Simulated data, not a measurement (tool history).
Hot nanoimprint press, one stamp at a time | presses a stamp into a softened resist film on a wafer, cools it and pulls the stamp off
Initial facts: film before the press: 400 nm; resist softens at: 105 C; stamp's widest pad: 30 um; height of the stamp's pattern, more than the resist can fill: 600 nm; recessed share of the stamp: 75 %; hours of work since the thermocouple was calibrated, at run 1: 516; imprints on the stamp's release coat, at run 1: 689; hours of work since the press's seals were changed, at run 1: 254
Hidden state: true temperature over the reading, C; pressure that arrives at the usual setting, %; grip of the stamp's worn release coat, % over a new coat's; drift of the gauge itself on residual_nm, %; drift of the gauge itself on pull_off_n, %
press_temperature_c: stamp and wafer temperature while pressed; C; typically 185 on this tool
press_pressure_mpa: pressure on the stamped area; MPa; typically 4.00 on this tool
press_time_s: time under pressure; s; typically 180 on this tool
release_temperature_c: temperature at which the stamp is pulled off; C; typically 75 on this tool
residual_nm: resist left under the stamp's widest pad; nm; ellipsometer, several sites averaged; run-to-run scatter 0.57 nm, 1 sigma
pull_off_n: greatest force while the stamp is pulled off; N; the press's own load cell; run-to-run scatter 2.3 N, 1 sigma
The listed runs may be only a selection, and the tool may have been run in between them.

run	hour	press_temperature_c	press_pressure_mpa	press_time_s	release_temperature_c	hours of work since the thermocouple was calibrated	imprints on the stamp's release coat	hours of work since the press's seals were changed	residual_nm	pull_off_n
1	0.0	185	4.00	180	75	516	689	254	176.7	218
2	7.8	185	4.00	180	75	520	720	259	177.5	217
3	21.5	185	4.00	180	75	528	774	266	176.6	216
4	34.3	185	4.00	180	75	535	824	274	176.8	217
# hour 47.6: plate thermocouple calibrated
5	47.6	185	4.00	180	80	0	865	279	175.7	183
6	58.6	186	4.00	180	80	6	909	286	169.9	187
7	69.0	185	4.00	180	75	12	950	292	175.4	217
8	82.1	192	4.00	180	75	20	1002	299	141.4	219
9	91.4	185	4.00	180	81	25	1039	304	174.5	178
10	100.7	185	4.00	180	81	30	1075	310	174.6	181
11	114.1	185	4.00	180	81	38	1128	317	174.2	176
12	125.2	185	4.00	180	81	44	1172	324	173.3	178
13	135.1	185	4.00	180	81	50	1211	329	173.2	177
14	142.3	185	4.00	180	81	54	1240	333	173.2	178
# hour 151.1: gauge calibrated
15	155.3	185	3.04	180	75	61	1291	341	205.5	218
16	166.5	183	4.00	180	71	68	1335	347	188.1	243
17	178.4	183	4.00	180	71	74	1383	354	189.2	237
18	186.7	194	2.95	180	80	79	1415	359	160.1	184
19	197.3	190	4.69	98	70	85	1457	365	168.3	249
20	208.7	190	4.69	98	70	92	1502	371	168.4	252
21	215.5	190	4.69	98	70	96	1529	375	168.0	249
22	226.1	190	4.69	98	70	102	1571	381	167.9	247
23	234.9	190	4.69	98	70	107	1606	386	168.8	248
24	246.4	190	3.01	203	71	113	1652	393	169.4	244
25	252.6	190	3.01	203	71	117	1676	396	169.7	240
26	265.7	189	3.01	213	71	124	1728	404	170.2	239
27	280.7	189	3.01	213	71	133	1787	412	170.9	244
28	293.3	185	5.46	180	72	140	1837	419	144.2	232
29	305.4	194	2.85	176	75	147	1885	426	161.2	219

Per-run results on a tool with no hidden state, each run keeping its own random variation:
run	residual_nm
1	176.4
2	177.5
3	176.9
4	177.5
5	177.0
6	171.5
7	177.4
8	143.3
9	177.1
10	177.5
11	177.5
12	176.9
13	177.2
14	177.3
15	205.6
16	188.5
17	190.0
18	161.0
19	169.6
20	170.0
21	169.7
22	170.0
23	171.2
24	172.1
25	172.6
26	173.6
27	174.7
28	147.7
29	165.5
pull_off_n without the hidden state stays within 2 N of what was measured, in all runs.
